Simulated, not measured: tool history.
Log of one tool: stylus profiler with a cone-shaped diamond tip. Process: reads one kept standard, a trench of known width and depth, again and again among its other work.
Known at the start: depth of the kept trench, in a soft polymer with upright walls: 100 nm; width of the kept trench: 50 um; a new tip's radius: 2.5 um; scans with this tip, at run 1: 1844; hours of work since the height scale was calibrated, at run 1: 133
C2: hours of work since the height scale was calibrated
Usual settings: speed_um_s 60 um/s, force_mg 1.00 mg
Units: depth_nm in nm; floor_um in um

run 1 hour=0.0 | speed_um_s=60 force_mg=1.00 | scans_with_this_tip=1844 C2=133 | depth_nm=100.48 floor_um=48.36
run 2 hour=23.5 | speed_um_s=60 force_mg=2.75 | scans_with_this_tip=2066 C2=149 | depth_nm=100.94 floor_um=48.44
run 3 hour=46.2 | speed_um_s=60 force_mg=2.75 | scans_with_this_tip=2279 C2=165 | depth_nm=100.93 floor_um=48.41
run 4 hour=77.9 | speed_um_s=60 force_mg=2.75 | scans_with_this_tip=2577 C2=186 | depth_nm=100.92 floor_um=48.40
run 5 hour=100.6 | speed_um_s=60 force_mg=2.75 | scans_with_this_tip=2791 C2=202 | depth_nm=100.83 floor_um=48.39
run 6 hour=120.9 | speed_um_s=115 force_mg=1.00 | scans_with_this_tip=2981 C2=216 | depth_nm=100.49 floor_um=48.17
run 7 hour=133.7 | speed_um_s=60 force_mg=1.00 | scans_with_this_tip=3102 C2=224 | depth_nm=100.47 floor_um=48.26
run 8 hour=147.8 | speed_um_s=60 force_mg=0.93 | scans_with_this_tip=3234 C2=234 | depth_nm=100.52 floor_um=48.26
run 9 hour=166.0 | speed_um_s=60 force_mg=1.00 | scans_with_this_tip=3405 C2=246 | depth_nm=100.44 floor_um=48.29
run 10 hour=193.5 | speed_um_s=60 force_mg=1.00 | scans_with_this_tip=3663 C2=265 | depth_nm=100.49 floor_um=48.29
run 11 hour=217.8 | speed_um_s=60 force_mg=1.00 | scans_with_this_tip=3892 C2=282 | depth_nm=100.46 floor_um=48.24
run 12 hour=246.7 | speed_um_s=54 force_mg=1.00 | scans_with_this_tip=4163 C2=301 | depth_nm=100.48 floor_um=48.29
run 13 hour=270.4 | speed_um_s=19 force_mg=1.00 | scans_with_this_tip=4387 C2=318 | depth_nm=100.44 floor_um=48.37
run 14 hour=291.3 | speed_um_s=19 force_mg=1.00 | scans_with_this_tip=4583 C2=332 | depth_nm=100.50 floor_um=48.41
run 15 hour=316.5 | speed_um_s=19 force_mg=1.00 | scans_with_this_tip=4820 C2=349 | depth_nm=100.54 floor_um=48.38
run 16 hour=338.7 | speed_um_s=60 force_mg=1.13 | scans_with_this_tip=5029 C2=364 | depth_nm=100.43 floor_um=48.25
run 17 hour=362.8 | speed_um_s=60 force_mg=0.49 | scans_with_this_tip=5255 C2=380 | depth_nm=100.20 floor_um=48.15
run 18 hour=376.6 | speed_um_s=228 force_mg=1.00 | scans_with_this_tip=5385 C2=390 | depth_nm=100.41 floor_um=47.71
run 19 hour=394.6 | speed_um_s=101 force_mg=1.00 | scans_with_this_tip=5555 C2=402 | depth_nm=100.45 floor_um=48.09
run 20 hour=410.5 | speed_um_s=101 force_mg=1.00 | scans_with_this_tip=5704 C2=413 | depth_nm=100.43 floor_um=48.07
run 21 hour=442.0 | speed_um_s=121 force_mg=1.00 | scans_with_this_tip=6000 C2=434 | depth_nm=100.38 floor_um=48.01
run 22 hour=461.6 | speed_um_s=121 force_mg=1.00 | scans_with_this_tip=6185 C2=448 | depth_nm=100.45 floor_um=48.04
run 23 hour=488.3 | speed_um_s=121 force_mg=1.00 | scans_with_this_tip=6436 C2=466 | depth_nm=100.45 floor_um=48.01
run 24 hour=507.2 | speed_um_s=83 force_mg=0.65 | scans_with_this_tip=6613 C2=479 | depth_nm=100.32 floor_um=48.04
-- hour=509.3 height scale calibrated on a step standard
run 25 hour=521.3 | speed_um_s=21 force_mg=0.72 | scans_with_this_tip=6741 C2=8 | depth_nm=100.26 floor_um=48.29
run 26 hour=546.1 | speed_um_s=21 force_mg=0.72 | scans_with_this_tip=6974 C2=25 | depth_nm=100.33 floor_um=48.35
run 27 hour=567.4 | speed_um_s=21 force_mg=0.72 | scans_with_this_tip=7174 C2=40 | depth_nm=100.18 floor_um=48.25

Run 28 comes next. What will it give?
run 28 hour=583.0 | speed_um_s=60 force_mg=0.35 | scans_with_this_tip=7321 C2=50 | depth_nm=? floor_um=?

{"run 28": {"depth_nm": 100.16, "floor_um": 47.99}}
Without the tool's hidden state the same run would have given depth_nm 100.29 nm, floor_um 48.24 um.
